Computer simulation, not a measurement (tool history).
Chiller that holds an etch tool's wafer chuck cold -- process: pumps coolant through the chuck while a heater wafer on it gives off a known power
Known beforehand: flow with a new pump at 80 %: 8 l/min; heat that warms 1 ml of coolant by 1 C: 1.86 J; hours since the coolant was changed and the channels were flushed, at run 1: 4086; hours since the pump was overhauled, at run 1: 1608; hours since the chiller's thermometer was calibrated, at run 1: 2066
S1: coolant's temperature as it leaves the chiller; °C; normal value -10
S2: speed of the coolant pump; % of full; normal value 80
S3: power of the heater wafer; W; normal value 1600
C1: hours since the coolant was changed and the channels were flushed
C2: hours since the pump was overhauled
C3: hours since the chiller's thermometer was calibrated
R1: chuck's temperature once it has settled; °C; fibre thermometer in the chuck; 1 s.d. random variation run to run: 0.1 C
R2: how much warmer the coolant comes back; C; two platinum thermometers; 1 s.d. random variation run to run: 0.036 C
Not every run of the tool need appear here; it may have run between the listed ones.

Run 1, day 0: usual settings; C1 4086; C2 1608; C3 2066. Result: R1 11.5 °C, R2 6.65 C.
Run 2, day 1.779: usual settings; C1 4129; C2 1651; C3 2108. Result: R1 11.5 °C, R2 6.68 C.
Run 3, day 2.558: usual settings but S1 -9 °C; C1 4148; C2 1670; C3 2127. Result: R1 12.6 °C, R2 6.76 C.
Run 4, day 4.262: usual settings but S1 -9 °C, S2 76 % of full; C1 4189; C2 1711; C3 2168. Result: R1 13.5 °C, R2 7.09 C.
Run 5, day 5.896: usual settings but S1 -9 °C, S2 76 % of full; C1 4228; C2 1750; C3 2207. Result: R1 13.4 °C, R2 7.08 C.
Run 6, day 7.596: usual settings but S1 -9 °C, S2 76 % of full; C1 4269; C2 1791; C3 2248. Result: R1 13.6 °C, R2 7.16 C.
Run 7, day 9.142: usual settings but S1 -9 °C, S2 76 % of full; C1 4306; C2 1828; C3 2285. Result: R1 13.6 °C, R2 7.1 C.
Run 8, day 10.833: usual settings; C1 4346; C2 1868; C3 2326. Result: R1 11.6 °C, R2 6.78 C.
Run 9, day 11.762: usual settings but S2 83 % of full; C1 4369; C2 1891; C3 2348. Result: R1 11.2 °C, R2 6.46 C.
Run 10, day 12.788: usual settings but S3 1189 W; C1 4393; C2 1915; C3 2373. Result: R1 6 °C, R2 4.99 C.
Run 11, day 13.596: usual settings; C1 4413; C2 1935; C3 2392. Result: R1 11.7 °C, R2 6.73 C.
Run 12, day 14.796: usual settings but S3 1955 W; C1 4441; C2 1963; C3 2421. Result: R1 16.4 °C, R2 8.2 C.
Run 13, day 16.317: usual settings but S2 91 % of full; C1 4478; C2 2000; C3 2457. Result: R1 9.7 °C, R2 5.85 C.
Run 14, day 17.538: usual settings but S2 91 % of full; C1 4507; C2 2029; C3 2486. Result: R1 9.8 °C, R2 5.81 C.
Run 15, day 18.442: usual settings but S2 91 % of full; C1 4529; C2 2051; C3 2508. Result: R1 9.7 °C, R2 5.81 C.
Run 16, day 20.083: usual settings but S2 91 % of full; C1 4568; C2 2090; C3 2548. Result: R1 9.7 °C, R2 5.84 C.
Run 17, day 21.738: usual settings but S1 -15 °C, S2 63 % of full, S3 1022 W; C1 4608; C2 2130; C3 2587. Result: R1 1.7 °C, R2 5.67 C.
Run 18, day 23.308: usual settings but S1 -15 °C, S2 63 % of full, S3 1022 W; C1 4646; C2 2168; C3 2625. Result: R1 1.6 °C, R2 5.62 C.
Run 19, day 24.154: usual settings but S1 0 °C, S2 63 % of full, S3 1022 W; C1 4666; C2 2188; C3 2645. Result: R1 16.7 °C, R2 5.59 C.

Run 20 has not been measured yet. What should we expect?
Run 20, day 25.475: usual settings but S1 -18 °C, S2 65 % of full; C1 4698; C2 2220; C3 2677. Result: R1 ?, R2 ?.

Run 20 yielded R1 7.5 °C, R2 8.42 C.
Take away the tool's hidden state, keep the run-to-run variation as it was, and the same run would have given R1 5.1 °C, R2 8.01 C.

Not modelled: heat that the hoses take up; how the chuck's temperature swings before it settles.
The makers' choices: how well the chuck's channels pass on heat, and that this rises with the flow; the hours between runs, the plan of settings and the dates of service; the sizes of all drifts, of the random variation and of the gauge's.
